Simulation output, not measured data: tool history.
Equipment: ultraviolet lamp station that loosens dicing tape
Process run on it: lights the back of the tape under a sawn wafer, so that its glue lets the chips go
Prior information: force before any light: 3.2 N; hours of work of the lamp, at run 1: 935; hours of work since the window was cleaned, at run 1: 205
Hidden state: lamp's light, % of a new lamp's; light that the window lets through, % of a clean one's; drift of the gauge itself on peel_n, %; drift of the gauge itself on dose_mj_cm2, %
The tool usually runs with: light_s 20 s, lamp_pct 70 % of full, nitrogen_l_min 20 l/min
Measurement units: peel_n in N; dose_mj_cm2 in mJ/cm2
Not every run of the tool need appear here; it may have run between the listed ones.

run	day	light_s	lamp_pct	nitrogen_l_min	hours of work of the lamp	hours of work since the window was cleaned	peel_n	dose_mj_cm2
1	0	20	70	20	935	205	0.353	266
2	1.104	20	70	20	947	217	0.357	266
3	3.471	20	75	20	972	243	0.328	279
4	5.583	20	75	20	995	266	0.34	278
5	7.567	20	75	20	1017	287	0.345	273
6	8.558	20	75	20	1028	298	0.349	272
7	9.842	20	75	20	1042	312	0.348	276
8	11.562	20	70	8	1060	331	0.721	259
9	13.6	20	70	8	1082	353	0.711	248
10	14.95	20	70	8	1097	367	0.738	244
11	17.062	20	70	8	1120	390	0.758	241
12	19.35	20	70	8	1145	415	0.767	241
13	20.846	20	85	20	1161	431	0.308	290
14	21.875	20	70	32	1172	443	0.342	236
15	23.338	20	70	20	1188	459	0.432	229
16	25.008	20	70	18	1206	477	0.495	232
17	26.725	20	70	15	1225	495	0.551	230
# day 27.762: lamp changed
18	28.617	29	70	20	9	515	0.162	443
19	30.688	10	70	20	32	538	0.849	152
20	32.979	11	70	20	57	563	0.777	164
21	34.017	11	70	20	68	574	0.774	165
22	35.283	11	70	24	82	588	0.699	163

Estimate the outcome of run 23 from the log above:
23	36.508	10	70	17	95	601	?	?

Logged for run 23: peel_n 0.974 N, dose_mj_cm2 147 mJ/cm2.
If the tool had no hidden condition, the same run with the same run-to-run variation would have returned peel_n 0.781 N, dose_mj_cm2 176 mJ/cm2.
